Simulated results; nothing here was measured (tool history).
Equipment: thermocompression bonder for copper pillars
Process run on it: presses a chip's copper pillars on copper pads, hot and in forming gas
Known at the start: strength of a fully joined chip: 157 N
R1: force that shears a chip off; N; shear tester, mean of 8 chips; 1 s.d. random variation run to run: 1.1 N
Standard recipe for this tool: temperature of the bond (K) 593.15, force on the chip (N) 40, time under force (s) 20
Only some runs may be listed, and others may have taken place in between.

run 1 hour=0 | temperature_of_the_bond_(K)=593.15 force_on_the_chip_(N)=40 time_under_force_(s)=20 | R1=99.6
run 2 hour=53.6 | temperature_of_the_bond_(K)=593.15 force_on_the_chip_(N)=40 time_under_force_(s)=20 | R1=97.3
run 3 hour=104.6 | temperature_of_the_bond_(K)=593.15 force_on_the_chip_(N)=40 time_under_force_(s)=15 | R1=89
run 4 hour=143.9 | temperature_of_the_bond_(K)=593.15 force_on_the_chip_(N)=40 time_under_force_(s)=15 | R1=90
run 5 hour=185.5 | temperature_of_the_bond_(K)=593.15 force_on_the_chip_(N)=40 time_under_force_(s)=15 | R1=90.3
run 6 hour=218.4 | temperature_of_the_bond_(K)=593.15 force_on_the_chip_(N)=40 time_under_force_(s)=15 | R1=88.3
run 7 hour=244.5 | temperature_of_the_bond_(K)=593.15 force_on_the_chip_(N)=40 time_under_force_(s)=15 | R1=90.5
run 8 hour=293.9 | temperature_of_the_bond_(K)=593.15 force_on_the_chip_(N)=40 time_under_force_(s)=15 | R1=89.6
run 9 hour=327.4 | temperature_of_the_bond_(K)=593.15 force_on_the_chip_(N)=40 time_under_force_(s)=39 | R1=113.6
run 10 hour=383.7 | temperature_of_the_bond_(K)=619.15 force_on_the_chip_(N)=31 time_under_force_(s)=39 | R1=118
run 11 hour=440.2 | temperature_of_the_bond_(K)=565.15 force_on_the_chip_(N)=45 time_under_force_(s)=31 | R1=90.1
-- hour=447.5 forming gas filter changed
run 12 hour=488.1 | temperature_of_the_bond_(K)=621.15 force_on_the_chip_(N)=33 time_under_force_(s)=36 | R1=127.2
-- hour=493.5 heater calibrated with a thermocouple chip
run 13 hour=530.8 | temperature_of_the_bond_(K)=621.15 force_on_the_chip_(N)=33 time_under_force_(s)=36 | R1=125.4
run 14 hour=572.5 | temperature_of_the_bond_(K)=584.15 force_on_the_chip_(N)=38 time_under_force_(s)=37 | R1=104.9
run 15 hour=602.4 | temperature_of_the_bond_(K)=611.15 force_on_the_chip_(N)=38 time_under_force_(s)=37 | R1=125.1
run 16 hour=629 | temperature_of_the_bond_(K)=613.15 force_on_the_chip_(N)=28 time_under_force_(s)=18 | R1=91.4
run 17 hour=690.7 | temperature_of_the_bond_(K)=593.15 force_on_the_chip_(N)=50 time_under_force_(s)=20 | R1=109.5
run 18 hour=734.8 | temperature_of_the_bond_(K)=593.15 force_on_the_chip_(N)=56 time_under_force_(s)=24 | R1=119.8

Here are 5 independent what-if runs from the current tool condition. What would each one return?
run A hour=795.1 | temperature_of_the_bond_(K)=563.15 force_on_the_chip_(N)=27 time_under_force_(s)=38 | R1=?
run B hour=795.1 | temperature_of_the_bond_(K)=593.15 force_on_the_chip_(N)=35 time_under_force_(s)=17 | R1=?
run C hour=795.1 | temperature_of_the_bond_(K)=593.15 force_on_the_chip_(N)=56 time_under_force_(s)=11 | R1=?
run D hour=795.1 | temperature_of_the_bond_(K)=621.15 force_on_the_chip_(N)=40 time_under_force_(s)=49 | R1=?
run E hour=795.1 | temperature_of_the_bond_(K)=593.15 force_on_the_chip_(N)=36 time_under_force_(s)=20 | R1=?

run=A R1=69.5
run=B R1=83.6
run=C R1=95.3
run=D R1=137.6
run=E R1=91.3
Without the tool's unlogged condition, the same runs would have read:
run=A R1=74.9
run=B R1=89.1
run=C R1=101.1
run=D R1=142.8
run=E R1=97.1

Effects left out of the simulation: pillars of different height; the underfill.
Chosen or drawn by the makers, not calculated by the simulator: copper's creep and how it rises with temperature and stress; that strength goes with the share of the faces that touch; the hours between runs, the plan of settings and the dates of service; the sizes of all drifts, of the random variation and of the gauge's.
